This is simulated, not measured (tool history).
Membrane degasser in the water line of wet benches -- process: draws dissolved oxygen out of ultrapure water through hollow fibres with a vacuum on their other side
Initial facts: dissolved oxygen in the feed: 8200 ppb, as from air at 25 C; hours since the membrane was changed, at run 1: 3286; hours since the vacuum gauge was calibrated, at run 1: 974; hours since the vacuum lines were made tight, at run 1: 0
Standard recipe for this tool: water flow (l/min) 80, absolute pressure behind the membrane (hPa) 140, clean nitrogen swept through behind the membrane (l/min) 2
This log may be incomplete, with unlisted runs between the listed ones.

run	hour	water flow (l/min)	absolute pressure behind the membrane (hPa)	clean nitrogen swept through behind the membrane (l/min)	hours since the membrane was changed	hours since the vacuum gauge was calibrated	hours since the vacuum lines were made tight	dissolved oxygen in the water behind the degasser (ppb)	pressure that the water loses in the fibres (hPa)
1	0	80	140	2	3286	974	0	865.1	671.9
2	90.7	80	140	2	3376	1065	91	870.2	674.2
3	257.7	80	140	2	3543	1232	258	857.8	672.9
4	416.6	80	140	2	3702	1391	417	862.5	671.6
5	561.9	80	140	2	3848	1536	562	869	671.9
6	711.1	95	140	2	3997	1686	711	1006.7	801.2
7	835	95	154	2	4121	1809	835	1091.5	800.7
8	917.2	116	189	1.49	4203	1892	917	1860.4	978.7
9	1009.3	116	189	1.49	4295	1984	1009	1857.5	977.4
10	1174	88	231	1.22	4460	2148	1174	2075.7	744.4
11	1294.4	115	232	1.82	4580	2269	1294	1980.7	975.6
12	1386.1	115	232	1.82	4672	2361	1386	1975.4	970

4 options for the next run, each taken on its own from the tool as it stands now. Forecast them:
A	1529.7	80	140	1.04	4816	2504	1530	?	?
B	1529.7	53	232	1.82	4816	2504	1530	?	?
C	1529.7	81	302	0.98	4816	2504	1530	?	?
D	1529.7	108	140	2	4816	2504	1530	?	?

run	dissolved oxygen in the water behind the degasser (ppb)	pressure that the water loses in the fibres (hPa)
A	1302.8	677.5
B	1092.5	446.7
C	2764.4	683.3
D	1107.4	917.4
Without the tool's hidden state the same runs would have given:
run	dissolved oxygen in the water behind the degasser (ppb)	pressure that the water loses in the fibres (hPa)
A	1313.6	676.9
B	1101.8	446.3
C	2788.1	682.7
D	1116.4	916.6
